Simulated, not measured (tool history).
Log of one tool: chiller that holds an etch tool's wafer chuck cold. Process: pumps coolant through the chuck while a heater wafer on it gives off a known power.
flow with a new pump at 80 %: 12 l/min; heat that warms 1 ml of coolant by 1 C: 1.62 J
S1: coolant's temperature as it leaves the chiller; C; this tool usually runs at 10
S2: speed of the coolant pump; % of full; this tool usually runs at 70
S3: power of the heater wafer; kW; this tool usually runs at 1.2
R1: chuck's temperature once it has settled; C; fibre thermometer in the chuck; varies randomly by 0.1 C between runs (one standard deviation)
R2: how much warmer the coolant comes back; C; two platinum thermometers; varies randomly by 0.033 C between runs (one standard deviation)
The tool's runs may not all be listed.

| run | hour | S1 | S2 | S3 | R1 | R2 |
|---|---|---|---|---|---|---|
| 1 | 0 | 10 | 70 | 1.2 | 19.1 | 4.34 |
| 2 | 20.8 | 10 | 70 | 1.2 | 18.9 | 4.35 |
| 3 | 55.9 | 10 | 70 | 1.2 | 19.2 | 4.27 |
| 4 | 75.7 | 19 | 70 | 1.2 | 27.9 | 4.36 |
| 5 | 101.8 | 10 | 70 | 0.751 | 15.7 | 2.69 |
| 6 | 131 | 10 | 70 | 0.751 | 15.5 | 2.65 |
| 7 | 157.4 | 10 | 70 | 0.751 | 15.8 | 2.69 |
| 8 | 173.2 | 10 | 70 | 1.404 | 20.4 | 5.02 |
| 9 | 205.7 | 10 | 70 | 1.404 | 20.5 | 5.02 |
| 10 | 237.6 | 10 | 84 | 1.2 | 17.6 | 3.49 |
| 11 | 273.3 | 10 | 71 | 1.2 | 18.9 | 4.21 |
| 12 | 303.1 | 14 | 70 | 0.614 | 18.5 | 2.15 |
| 13 | 320.5 | 10 | 62 | 1.242 | 20.4 | 5.1 |
| 14 | 350.4 | 12 | 86 | 1.2 | 19.6 | 3.39 |
| 15 | 369.2 | 16 | 73 | 1.266 | 25.2 | 4.29 |
| 16 | 390.5 | 16 | 78 | 0.655 | 20.5 | 2.1 |
| 17 | 405.3 | 16 | 78 | 0.655 | 20.8 | 2.1 |
| 18 | 431.4 | 16 | 78 | 1.396 | 25.5 | 4.39 |
| 19 | 460.6 | 14 | 95 | 1.753 | 24 | 4.4 |
| 20 | 487.9 | 14 | 95 | 1.753 | 24.1 | 4.46 |
| 21 | 507.2 | 14 | 95 | 1.753 | 24.1 | 4.44 |

What if the next run were any one of these 4? Each begins from the tool's condition after run 21:
| A | 541.7 | 7 | 71 | 1.753 | ? | ? |
| B | 541.7 | 0 | 70 | 1.2 | ? | ? |
| C | 541.7 | 13 | 95 | 1.753 | ? | ? |
| D | 541.7 | 4 | 62 | 1.471 | ? | ? |

| run | R1 | R2 |
|---|---|---|
| A | 20.1 | 6.17 |
| B | 9.1 | 4.26 |
| C | 23.2 | 4.42 |
| D | 16.3 | 6.13 |
Without the tool's hidden state the same runs would have given:
| run | R1 | R2 |
|---|---|---|
| A | 20.1 | 6.17 |
| B | 9.1 | 4.26 |
| C | 23.2 | 4.42 |
| D | 16.3 | 6.13 |
